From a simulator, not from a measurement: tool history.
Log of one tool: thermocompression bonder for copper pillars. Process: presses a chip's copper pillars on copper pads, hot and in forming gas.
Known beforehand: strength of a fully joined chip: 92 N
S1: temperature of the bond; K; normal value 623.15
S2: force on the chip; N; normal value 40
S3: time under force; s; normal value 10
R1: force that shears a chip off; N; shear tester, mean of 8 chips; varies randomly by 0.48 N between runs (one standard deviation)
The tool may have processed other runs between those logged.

{"run": 1, "hour": 0.0, "S1": 623.15, "S2": 40, "S3": 10, "R1": 51.9}
{"run": 2, "hour": 34.5, "S1": 623.15, "S2": 40, "S3": 10, "R1": 52.1}
{"run": 3, "hour": 53.0, "S1": 623.15, "S2": 40, "S3": 10, "R1": 51.4}
{"hour": 66.0, "done": "forming gas filter changed"}
{"run": 4, "hour": 77.3, "S1": 623.15, "S2": 40, "S3": 10, "R1": 58.6}
{"run": 5, "hour": 114.6, "S1": 623.15, "S2": 40, "S3": 10, "R1": 57.2}
{"run": 6, "hour": 145.4, "S1": 623.15, "S2": 40, "S3": 10, "R1": 57}
{"run": 7, "hour": 170.2, "S1": 623.15, "S2": 40, "S3": 10, "R1": 56.5}
{"run": 8, "hour": 205.9, "S1": 623.15, "S2": 40, "S3": 10, "R1": 55.4}
{"run": 9, "hour": 250.3, "S1": 623.15, "S2": 40, "S3": 10, "R1": 54.6}
{"run": 10, "hour": 286.8, "S1": 623.15, "S2": 40, "S3": 10, "R1": 53.6}
{"run": 11, "hour": 323.4, "S1": 623.15, "S2": 40, "S3": 20, "R1": 64.5}
{"run": 12, "hour": 353.1, "S1": 623.15, "S2": 40, "S3": 20, "R1": 63.4}
{"run": 13, "hour": 371.3, "S1": 594.15, "S2": 40, "S3": 10, "R1": 40.7}
{"run": 14, "hour": 406.0, "S1": 594.15, "S2": 40, "S3": 10, "R1": 40.8}
{"run": 15, "hour": 441.1, "S1": 594.15, "S2": 40, "S3": 10, "R1": 40.6}
{"hour": 462.2, "done": "forming gas filter changed"}
{"run": 16, "hour": 478.9, "S1": 623.15, "S2": 40, "S3": 6, "R1": 49.7}
{"run": 17, "hour": 505.4, "S1": 623.15, "S2": 40, "S3": 6, "R1": 49.1}
{"run": 18, "hour": 535.3, "S1": 623.15, "S2": 40, "S3": 6, "R1": 48.6}
{"run": 19, "hour": 577.4, "S1": 623.15, "S2": 40, "S3": 10, "R1": 56.2}
{"run": 20, "hour": 608.6, "S1": 623.15, "S2": 40, "S3": 10, "R1": 54.9}
{"run": 21, "hour": 628.2, "S1": 629.15, "S2": 47, "S3": 10, "R1": 65.2}
{"run": 22, "hour": 668.0, "S1": 625.15, "S2": 31, "S3": 6, "R1": 36}
{"run": 23, "hour": 707.0, "S1": 638.15, "S2": 40, "S3": 10, "R1": 59.2}
{"run": 24, "hour": 747.7, "S1": 638.15, "S2": 40, "S3": 10, "R1": 59.8}
{"run": 25, "hour": 767.9, "S1": 618.15, "S2": 40, "S3": 10, "R1": 51}
{"run": 26, "hour": 810.9, "S1": 641.15, "S2": 45, "S3": 10, "R1": 63.3}
{"run": 27, "hour": 828.8, "S1": 641.15, "S2": 45, "S3": 10, "R1": 63.2}
{"hour": 858.5, "done": "forming gas filter changed"}
{"run": 28, "hour": 867.8, "S1": 625.15, "S2": 28, "S3": 12, "R1": 44.1}
{"run": 29, "hour": 903.4, "S1": 620.15, "S2": 48, "S3": 27, "R1": 79.1}
{"run": 30, "hour": 924.5, "S1": 603.15, "S2": 40, "S3": 9, "R1": 46.9}
{"run": 31, "hour": 957.5, "S1": 642.15, "S2": 40, "S3": 5, "R1": 53.2}
{"run": 32, "hour": 989.9, "S1": 642.15, "S2": 40, "S3": 5, "R1": 51.9}
{"run": 33, "hour": 1030.0, "S1": 642.15, "S2": 40, "S3": 5, "R1": 51.5}
{"run": 34, "hour": 1062.0, "S1": 642.15, "S2": 41, "S3": 5, "R1": 52.3}
{"run": 35, "hour": 1089.6, "S1": 635.15, "S2": 29, "S3": 11, "R1": 45.4}
{"run": 36, "hour": 1117.8, "S1": 635.15, "S2": 29, "S3": 11, "R1": 45.5}
{"run": 37, "hour": 1152.1, "S1": 649.15, "S2": 38, "S3": 7, "R1": 55}
{"run": 38, "hour": 1170.4, "S1": 649.15, "S2": 33, "S3": 7, "R1": 47.4}
{"run": 39, "hour": 1204.5, "S1": 620.15, "S2": 30, "S3": 25, "R1": 52.3}

Alternative continuations, all from the tool just after run 39; predict every row:
{"run": "A", "hour": 1226.9, "S1": 643.15, "S2": 58, "S3": 25, "R1": "?"}
{"run": "B", "hour": 1226.9, "S1": 620.15, "S2": 30, "S3": 7, "R1": "?"}
{"run": "C", "hour": 1226.9, "S1": 620.15, "S2": 41, "S3": 25, "R1": "?"}
{"run": "D", "hour": 1226.9, "S1": 620.15, "S2": 30, "S3": 13, "R1": "?"}

run=A R1=80.4
run=B R1=33.2
run=C R1=64.8
run=D R1=42
Take away the tool's hidden state, keep each run's random variation, and the runs would have read:
run=A R1=89.8
run=B R1=37.9
run=C R1=73.1
run=D R1=47.7
